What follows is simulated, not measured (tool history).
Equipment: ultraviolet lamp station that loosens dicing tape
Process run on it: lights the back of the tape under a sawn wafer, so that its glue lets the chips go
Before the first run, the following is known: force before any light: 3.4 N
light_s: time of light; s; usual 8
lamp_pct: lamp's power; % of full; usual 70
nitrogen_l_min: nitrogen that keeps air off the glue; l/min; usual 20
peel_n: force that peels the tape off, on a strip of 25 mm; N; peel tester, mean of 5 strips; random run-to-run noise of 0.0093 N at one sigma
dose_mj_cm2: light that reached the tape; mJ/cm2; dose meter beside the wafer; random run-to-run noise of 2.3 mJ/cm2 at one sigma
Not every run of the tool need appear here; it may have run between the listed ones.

run	hour	light_s	lamp_pct	nitrogen_l_min	peel_n	dose_mj_cm2
1	0	8	70	20	0.554	176
2	27.5	8	70	20	0.572	179
3	54.9	8	70	20	0.561	175
4	74.4	8	70	20	0.573	177
5	97.3	8	70	20	0.573	175
6	121.1	8	70	20	0.571	172
7	133.1	6	63	26	0.837	118
# hour 135.9: window cleaned of glue's vapour
8	159.2	6	63	26	0.894	110
9	183.9	6	63	26	0.947	112
10	198.3	6	63	26	0.905	106
11	215.5	6	87	26	0.605	147
12	236.8	4	63	14	1.718	72

Selected run-to-run steps in peel_n, each split into two signed amounts: the part the tool would show with no hidden state at all (from settings, incoming material and random variation), and the remainder, which goes to the hidden state together with any gauge scatter not common to the measured and the hidden-state-free results:
Hidden conditions of the tool in this case: lamp's light, % of a new lamp's; light that the window lets through, % of a clean one's; drift of the gauge itself on peel_n, %; drift of the gauge itself on dose_mj_cm2, %.
Run 11 -> 12: light_s 6 -> 4, lamp_pct 87 -> 63, nitrogen_l_min 26 -> 14. peel_n +1.113 N: hidden state +0.191, all else +0.922.

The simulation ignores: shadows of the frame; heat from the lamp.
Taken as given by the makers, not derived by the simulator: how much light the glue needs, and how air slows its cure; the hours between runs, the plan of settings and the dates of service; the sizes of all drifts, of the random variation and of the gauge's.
